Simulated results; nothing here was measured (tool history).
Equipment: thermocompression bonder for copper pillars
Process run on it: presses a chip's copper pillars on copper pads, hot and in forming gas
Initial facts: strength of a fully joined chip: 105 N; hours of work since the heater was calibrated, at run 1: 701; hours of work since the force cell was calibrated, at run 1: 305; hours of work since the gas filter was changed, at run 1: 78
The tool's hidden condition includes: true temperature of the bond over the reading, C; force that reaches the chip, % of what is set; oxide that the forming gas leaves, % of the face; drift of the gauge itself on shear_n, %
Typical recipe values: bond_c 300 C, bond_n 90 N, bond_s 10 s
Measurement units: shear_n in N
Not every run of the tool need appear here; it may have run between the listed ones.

run,hour,bond_c,bond_n,bond_s,hours of work since the heater was calibrated,hours of work since the force cell was calibrated,hours of work since the gas filter was changed,shear_n
1,0.0,300,90,10,701,305,78,72.9
2,14.5,300,90,10,710,314,87,71.9
3,30.3,300,90,10,720,324,97,73.6
4,46.8,300,90,10,731,334,107,71.1
5,69.2,300,90,10,745,348,121,71.7
6,81.3,300,90,10,752,356,129,72.8
7,107.1,300,90,10,768,372,145,70.4
8,124.8,300,68,5,780,383,156,50.4
9,144.6,300,68,5,792,395,169,51.3
10,160.1,300,68,5,802,405,179,51.1
# hour 185.4: forming gas filter changed
11,187.3,321,72,27,818,422,1,91.8
12,213.4,321,72,27,835,438,18,91.7
13,227.3,313,93,24,844,447,26,93.5

3 options for the next run, each taken on its own from the tool as it stands now. Forecast them:
A,243.8,282,111,10,854,457,37,?
B,243.8,325,80,9,854,457,37,?
C,243.8,329,68,24,854,457,37,?

run,shear_n
A,71.4
B,76.8
C,90.0
Had the tool no hidden state, the same runs would have come out as:
run,shear_n
A,73.8
B,78.9
C,91.8
